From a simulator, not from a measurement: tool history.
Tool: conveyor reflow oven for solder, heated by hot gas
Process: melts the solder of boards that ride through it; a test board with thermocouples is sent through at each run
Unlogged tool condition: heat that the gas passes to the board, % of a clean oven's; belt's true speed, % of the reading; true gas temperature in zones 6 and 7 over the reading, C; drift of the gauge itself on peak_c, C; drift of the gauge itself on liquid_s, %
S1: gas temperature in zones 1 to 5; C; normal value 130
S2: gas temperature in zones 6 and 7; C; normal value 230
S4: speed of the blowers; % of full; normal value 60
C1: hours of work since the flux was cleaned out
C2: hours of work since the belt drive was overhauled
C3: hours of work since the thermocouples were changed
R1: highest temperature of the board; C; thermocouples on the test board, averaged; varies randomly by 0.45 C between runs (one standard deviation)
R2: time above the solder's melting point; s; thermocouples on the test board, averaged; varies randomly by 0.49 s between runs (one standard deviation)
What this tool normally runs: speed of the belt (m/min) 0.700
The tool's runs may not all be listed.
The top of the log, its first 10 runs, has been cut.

{"hour": 420.0, "done": "thermocouples of zones 6 and 7 changed"}
{"run": 11, "hour": 443.3, "S1": 130, "S2": 230, "speed of the belt (m/min)": 0.7, "S4": 60, "C1": 450, "C2": 918, "C3": 14, "R1": 206.1, "R2": 33.5}
{"run": 12, "hour": 493.1, "S1": 118, "S2": 230, "speed of the belt (m/min)": 0.7, "S4": 60, "C1": 479, "C2": 947, "C3": 43, "R1": 203.1, "R2": 28.0}
{"hour": 529.0, "done": "flux residue cleaned out of gas plates and filters"}
{"run": 13, "hour": 547.2, "S1": 130, "S2": 236, "speed of the belt (m/min)": 0.7, "S4": 60, "C1": 11, "C2": 976, "C3": 72, "R1": 214.6, "R2": 40.3}
{"run": 14, "hour": 576.6, "S1": 130, "S2": 236, "speed of the belt (m/min)": 0.7, "S4": 60, "C1": 28, "C2": 993, "C3": 89, "R1": 215.1, "R2": 41.6}
{"run": 15, "hour": 625.1, "S1": 130, "S2": 236, "speed of the belt (m/min)": 0.7, "S4": 60, "C1": 57, "C2": 1022, "C3": 118, "R1": 214.1, "R2": 39.8}
{"run": 16, "hour": 680.7, "S1": 124, "S2": 230, "speed of the belt (m/min)": 0.7, "S4": 60, "C1": 89, "C2": 1054, "C3": 150, "R1": 207.6, "R2": 34.5}
{"run": 17, "hour": 745.3, "S1": 124, "S2": 230, "speed of the belt (m/min)": 0.7, "S4": 60, "C1": 127, "C2": 1092, "C3": 188, "R1": 207.6, "R2": 34.1}
{"run": 18, "hour": 788.3, "S1": 124, "S2": 230, "speed of the belt (m/min)": 0.593, "S4": 60, "C1": 153, "C2": 1118, "C3": 214, "R1": 213.8, "R2": 45.8}
{"run": 19, "hour": 816.2, "S1": 124, "S2": 230, "speed of the belt (m/min)": 0.593, "S4": 60, "C1": 169, "C2": 1134, "C3": 230, "R1": 213.3, "R2": 46.4}
{"run": 20, "hour": 866.0, "S1": 136, "S2": 230, "speed of the belt (m/min)": 0.593, "S4": 73, "C1": 198, "C2": 1163, "C3": 259, "R1": 217.1, "R2": 52.6}
{"run": 21, "hour": 900.7, "S1": 136, "S2": 230, "speed of the belt (m/min)": 0.593, "S4": 73, "C1": 219, "C2": 1184, "C3": 280, "R1": 216.9, "R2": 53.9}
{"run": 22, "hour": 936.1, "S1": 135, "S2": 230, "speed of the belt (m/min)": 0.649, "S4": 67, "C1": 239, "C2": 1205, "C3": 301, "R1": 212.6, "R2": 45.2}
{"run": 23, "hour": 979.6, "S1": 120, "S2": 234, "speed of the belt (m/min)": 0.649, "S4": 68, "C1": 265, "C2": 1230, "C3": 326, "R1": 214.5, "R2": 42.9}
{"run": 24, "hour": 1007.9, "S1": 120, "S2": 234, "speed of the belt (m/min)": 0.649, "S4": 68, "C1": 282, "C2": 1247, "C3": 343, "R1": 213.9, "R2": 41.1}
{"run": 25, "hour": 1052.5, "S1": 135, "S2": 230, "speed of the belt (m/min)": 0.7, "S4": 72, "C1": 308, "C2": 1273, "C3": 369, "R1": 211.1, "R2": 40.4}
{"run": 26, "hour": 1116.5, "S1": 130, "S2": 219, "speed of the belt (m/min)": 0.596, "S4": 88, "C1": 346, "C2": 1311, "C3": 407, "R1": 208.2, "R2": 44.2}
{"run": 27, "hour": 1168.4, "S1": 125, "S2": 245, "speed of the belt (m/min)": 0.654, "S4": 68, "C1": 376, "C2": 1341, "C3": 437, "R1": 223.8, "R2": 49.1}

What does the tool deliver on the next run?
{"run": 28, "hour": 1231.1, "S1": 130, "S2": 226, "speed of the belt (m/min)": 0.701, "S4": 62, "C1": 413, "C2": 1378, "C3": 474, "R1": "?", "R2": "?"}

{"run 28": {"R1": 203.8, "R2": 32.0}}
Had the tool carried no hidden state, the very same run would have given R1 205.9 C, R2 34.1 s.

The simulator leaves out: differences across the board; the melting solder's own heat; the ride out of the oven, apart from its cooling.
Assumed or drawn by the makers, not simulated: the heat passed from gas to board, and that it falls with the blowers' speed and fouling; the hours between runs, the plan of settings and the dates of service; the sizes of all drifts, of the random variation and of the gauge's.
